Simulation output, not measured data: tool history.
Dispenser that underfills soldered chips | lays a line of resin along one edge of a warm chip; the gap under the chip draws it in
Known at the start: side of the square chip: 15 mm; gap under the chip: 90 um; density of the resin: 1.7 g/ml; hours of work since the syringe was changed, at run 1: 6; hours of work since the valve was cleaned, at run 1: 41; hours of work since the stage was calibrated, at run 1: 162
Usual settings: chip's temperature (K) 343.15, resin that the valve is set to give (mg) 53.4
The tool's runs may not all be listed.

run   hour  chip's temperature (K)  resin that the valve is set to give (mg)  hours of work since the syringe was changed  hours of work since the valve was cleaned  hours of work since the stage was calibrated  time until the resin shows at the far edge (s)  resin that the valve gave (mg)
  1      0                  343.15                                      53.4                                            6                                         41                                           162                                           119.5                           52.39
       4.1  -- new syringe of resin
  2    5.8                  343.15                                      53.8                                            1                                         45                                           166                                            98.4                           52.77
  3   14.5                  343.15                                      53.8                                            6                                         50                                           171                                           122.7                           52.99
      18.2  -- new syringe of resin
  4   24.5                  343.15                                      53.8                                            4                                         56                                           177                                           106.6                           52.81
  5   30.7                  343.15                                      53.8                                            8                                         60                                           181                                           124.6                           52.33
      32.4  -- new syringe of resin
  6   38.9                  343.15                                      53.4                                            4                                         65                                           186                                           107.7                            52.1
      46.8  -- new syringe of resin
  7     49                  343.15                                      58.4                                            1                                         71                                           192                                            95.3                           56.82
  8   58.4                  343.15                                        52                                            7                                         77                                           197                                           124.8                           50.12
      60.8  -- new syringe of resin
  9   66.1                  343.15                                        52                                            3                                         81                                           202                                           103.5                           50.17
      71.5  -- dispensing valve cleaned and set on the balance
 10   72.4                  343.15                                        52                                            7                                          1                                           205                                           120.3                           51.83
      75.5  -- new syringe of resin
 11   83.2                  343.15                                        52                                            5                                          7                                           212                                           109.8                           51.55
      89.6  -- new syringe of resin
 12   90.7                  343.15                                        52                                            1                                         12                                           216                                            94.1                           51.48
 13   98.8                  341.15                                      53.4                                            6                                         16                                           221                                           126.5                           53.16
     103.8  -- new syringe of resin
 14  104.1                  341.15                                      53.4                                            0                                         20                                           224                                            95.3                           53.18
 15  109.3                  341.15                                      53.4                                            3                                         23                                           228                                           112.2                           52.85
 16  115.1                  341.15                                      53.4                                            7                                         26                                           231                                             131                           53.11
     118.2  -- new syringe of resin
 17    120                  341.15                                      53.4                                            1                                         29                                           234                                           102.1                           52.62
 18  128.9                  341.15                                      53.4                                            7                                         35                                           239                                           127.1                           52.65
     132.5  -- new syringe of resin
 19  133.8                  331.15                                      49.6                                            1                                         38                                           242                                           156.8                           48.53
 20  144.1                  339.15                                      50.5                                            7                                         44                                           249                                           147.2                           49.46
     146.3  -- new syringe of resin
 21  150.9                  352.15                                      59.2                                            3                                         48                                           253                                            70.7                           58.12
     160.1  -- new syringe of resin
 22  160.6                  344.15                                      58.1                                            0                                         54                                           259                                              87                           56.52
 23  167.3                  343.15                                      57.2                                            4                                         58                                           263                                           106.2                           55.77
     174.4  -- new syringe of resin
 24  178.2                  334.15                                      60.8                                            2                                         64                                           269                                           142.6                           58.88
 25  184.6                  354.15                                      56.6                                            6                                         68                                           273                                            75.7                           55.14
     188.5  -- new syringe of resin
 26  191.6                  335.15                                      47.2                                            2                                         73                                           277                                           135.1                           45.41
 27  199.9                  357.15                                      67.4                                            7                                         78                                           282                                              68                           64.98
     202.5  -- new syringe of resin
 28    207                  335.15                                      63.5                                            3                                         82                                           287                                           136.6                           61.41
     211.6  -- dispensing valve cleaned and set on the balance
 29  212.9                  342.15                                      55.4                                            6                                          1                                           290                                           114.3                           55.62
     217.8  -- new syringe of resin
 30  220.5                  356.15                                      62.4                                            2                                          5                                           294                                            56.5                           62.46
 31  225.8                  356.15                                      62.4                                            5                                          9                                           297                                            64.3                           61.92
     231.6  -- new syringe of resin
 32  231.6                  341.15                                      68.5                                            0                                         12                                           301                                            93.1                           67.96
 33  241.2                  338.15                                      47.7                                            6                                         18                                           307                                           142.5                           47.02
     245.6  -- new syringe of resin
 34  251.5                  337.15                                      58.4                                            4                                         24                                           313                                             131                           57.77
 35  257.9                  355.15                                      69.3                                            8                                         28                                           317                                              73                           68.12

Forecast each of these 3 alternatives for the next run:
     259.6  -- new syringe of resin
  A  264.9                  339.15                                      53.5                                            3                                         32                                           321                                               ?                               ?
     259.6  -- new syringe of resin
  B  264.9                  358.15                                      58.8                                            3                                         32                                           321                                               ?                               ?
     259.6  -- new syringe of resin
  C  264.9                  355.15                                      51.7                                            3                                         32                                           321                                               ?                               ?

run  time until the resin shows at the far edge (s)  resin that the valve gave (mg)
  A                                           118.4                           52.37
  B                                            55.8                           57.87
  C                                            63.3                           50.99
Without the tool's hidden state the same runs would have given:
run  time until the resin shows at the far edge (s)  resin that the valve gave (mg)
  A                                           110.5                           53.06
  B                                            51.7                           58.64
  C                                            58.7                           51.66
